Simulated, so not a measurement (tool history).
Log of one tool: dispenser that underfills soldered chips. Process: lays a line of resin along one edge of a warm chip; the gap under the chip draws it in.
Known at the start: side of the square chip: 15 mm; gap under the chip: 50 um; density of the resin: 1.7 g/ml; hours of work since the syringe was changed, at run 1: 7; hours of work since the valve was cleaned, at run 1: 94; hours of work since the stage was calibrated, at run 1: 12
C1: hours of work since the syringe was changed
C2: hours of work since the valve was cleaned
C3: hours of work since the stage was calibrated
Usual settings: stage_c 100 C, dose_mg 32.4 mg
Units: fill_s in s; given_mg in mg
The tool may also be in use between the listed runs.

{"run": 1, "day": 0.0, "stage_c": 100, "dose_mg": 32.4, "C1": 7, "C2": 94, "C3": 12, "fill_s": 150.0, "given_mg": 31.06}
{"run": 2, "day": 0.167, "stage_c": 100, "dose_mg": 32.4, "C1": 9, "C2": 96, "C3": 14, "fill_s": 179.4, "given_mg": 31.35}
{"day": 0.242, "done": "new syringe of resin"}
{"run": 3, "day": 0.538, "stage_c": 100, "dose_mg": 40.7, "C1": 4, "C2": 102, "C3": 19, "fill_s": 124.3, "given_mg": 39.19}
{"run": 4, "day": 0.771, "stage_c": 100, "dose_mg": 40.7, "C1": 8, "C2": 105, "C3": 23, "fill_s": 161.6, "given_mg": 39.27}
{"day": 0.917, "done": "new syringe of resin"}
{"run": 5, "day": 1.021, "stage_c": 100, "dose_mg": 40.7, "C1": 2, "C2": 109, "C3": 26, "fill_s": 96.6, "given_mg": 38.91}
{"run": 6, "day": 1.175, "stage_c": 100, "dose_mg": 31.4, "C1": 4, "C2": 111, "C3": 29, "fill_s": 119.7, "given_mg": 30.24}
{"run": 7, "day": 1.5, "stage_c": 113, "dose_mg": 31.4, "C1": 9, "C2": 116, "C3": 34, "fill_s": 120.9, "given_mg": 29.94}
{"day": 1.6, "done": "new syringe of resin"}
{"run": 8, "day": 1.812, "stage_c": 113, "dose_mg": 31.4, "C1": 3, "C2": 120, "C3": 38, "fill_s": 76.9, "given_mg": 29.83}
{"run": 9, "day": 2.162, "stage_c": 113, "dose_mg": 31.4, "C1": 8, "C2": 126, "C3": 43, "fill_s": 119.1, "given_mg": 29.94}
{"day": 2.283, "done": "new syringe of resin"}
{"run": 10, "day": 2.35, "stage_c": 100, "dose_mg": 32.4, "C1": 1, "C2": 128, "C3": 46, "fill_s": 94.9, "given_mg": 30.64}
{"day": 2.446, "done": "dispensing valve cleaned and set on the balance"}
{"run": 11, "day": 2.675, "stage_c": 100, "dose_mg": 32.4, "C1": 5, "C2": 3, "C3": 50, "fill_s": 136.2, "given_mg": 32.08}
{"run": 12, "day": 2.833, "stage_c": 100, "dose_mg": 32.4, "C1": 8, "C2": 6, "C3": 52, "fill_s": 157.1, "given_mg": 32.29}
{"day": 3.004, "done": "new syringe of resin"}
{"run": 13, "day": 3.138, "stage_c": 100, "dose_mg": 32.4, "C1": 2, "C2": 10, "C3": 57, "fill_s": 103.4, "given_mg": 32.08}
{"run": 14, "day": 3.35, "stage_c": 100, "dose_mg": 40.3, "C1": 5, "C2": 13, "C3": 60, "fill_s": 131.7, "given_mg": 40.01}
{"run": 15, "day": 3.517, "stage_c": 100, "dose_mg": 40.3, "C1": 8, "C2": 16, "C3": 63, "fill_s": 157.3, "given_mg": 39.65}
{"day": 3.688, "done": "new syringe of resin"}
{"run": 16, "day": 3.721, "stage_c": 103, "dose_mg": 39.4, "C1": 0, "C2": 19, "C3": 65, "fill_s": 82.8, "given_mg": 39.02}
{"run": 17, "day": 3.888, "stage_c": 108, "dose_mg": 27.6, "C1": 3, "C2": 21, "C3": 68, "fill_s": 88.8, "given_mg": 27.4}
{"run": 18, "day": 4.042, "stage_c": 105, "dose_mg": 34.2, "C1": 5, "C2": 23, "C3": 70, "fill_s": 114.9, "given_mg": 33.64}
{"run": 19, "day": 4.258, "stage_c": 104, "dose_mg": 29.8, "C1": 8, "C2": 27, "C3": 73, "fill_s": 155.2, "given_mg": 29.33}
{"day": 4.371, "done": "new syringe of resin"}
{"run": 20, "day": 4.488, "stage_c": 91, "dose_mg": 37.4, "C1": 2, "C2": 30, "C3": 77, "fill_s": 134.2, "given_mg": 36.69}
{"run": 21, "day": 4.667, "stage_c": 109, "dose_mg": 39.3, "C1": 4, "C2": 33, "C3": 79, "fill_s": 95.5, "given_mg": 38.58}
{"run": 22, "day": 4.888, "stage_c": 86, "dose_mg": 34.1, "C1": 8, "C2": 36, "C3": 83, "fill_s": 251.0, "given_mg": 33.62}
{"day": 5.05, "done": "new syringe of resin"}
{"run": 23, "day": 5.242, "stage_c": 115, "dose_mg": 40.5, "C1": 3, "C2": 41, "C3": 88, "fill_s": 70.5, "given_mg": 39.86}
{"run": 24, "day": 5.579, "stage_c": 115, "dose_mg": 40.5, "C1": 8, "C2": 46, "C3": 93, "fill_s": 105.6, "given_mg": 39.66}
{"day": 5.742, "done": "new syringe of resin"}
{"run": 25, "day": 5.783, "stage_c": 89, "dose_mg": 38.4, "C1": 1, "C2": 49, "C3": 96, "fill_s": 128.6, "given_mg": 37.44}
{"run": 26, "day": 5.983, "stage_c": 89, "dose_mg": 38.4, "C1": 4, "C2": 52, "C3": 99, "fill_s": 163.7, "given_mg": 37.5}
{"run": 27, "day": 6.238, "stage_c": 89, "dose_mg": 38.4, "C1": 7, "C2": 56, "C3": 102, "fill_s": 217.8, "given_mg": 37.55}
{"day": 6.433, "done": "new syringe of resin"}
{"run": 28, "day": 6.508, "stage_c": 97, "dose_mg": 33.7, "C1": 1, "C2": 59, "C3": 106, "fill_s": 108.8, "given_mg": 32.74}

Forecast each of these 3 alternatives for the next run:
{"run": "A", "day": 6.667, "stage_c": 92, "dose_mg": 35.9, "C1": 3, "C2": 62, "C3": 109, "fill_s": "?", "given_mg": "?"}
{"run": "B", "day": 6.667, "stage_c": 103, "dose_mg": 34.3, "C1": 3, "C2": 62, "C3": 109, "fill_s": "?", "given_mg": "?"}
{"run": "C", "day": 6.667, "stage_c": 94, "dose_mg": 31.3, "C1": 3, "C2": 62, "C3": 109, "fill_s": "?", "given_mg": "?"}

run=A fill_s=149.3 given_mg=35.02
run=B fill_s=107.4 given_mg=33.39
run=C fill_s=139.4 given_mg=30.39
Without the tool's hidden state the same runs would have given:
run=A fill_s=114.0 given_mg=36.01
run=B fill_s=82.0 given_mg=34.33
run=C fill_s=106.2 given_mg=31.25

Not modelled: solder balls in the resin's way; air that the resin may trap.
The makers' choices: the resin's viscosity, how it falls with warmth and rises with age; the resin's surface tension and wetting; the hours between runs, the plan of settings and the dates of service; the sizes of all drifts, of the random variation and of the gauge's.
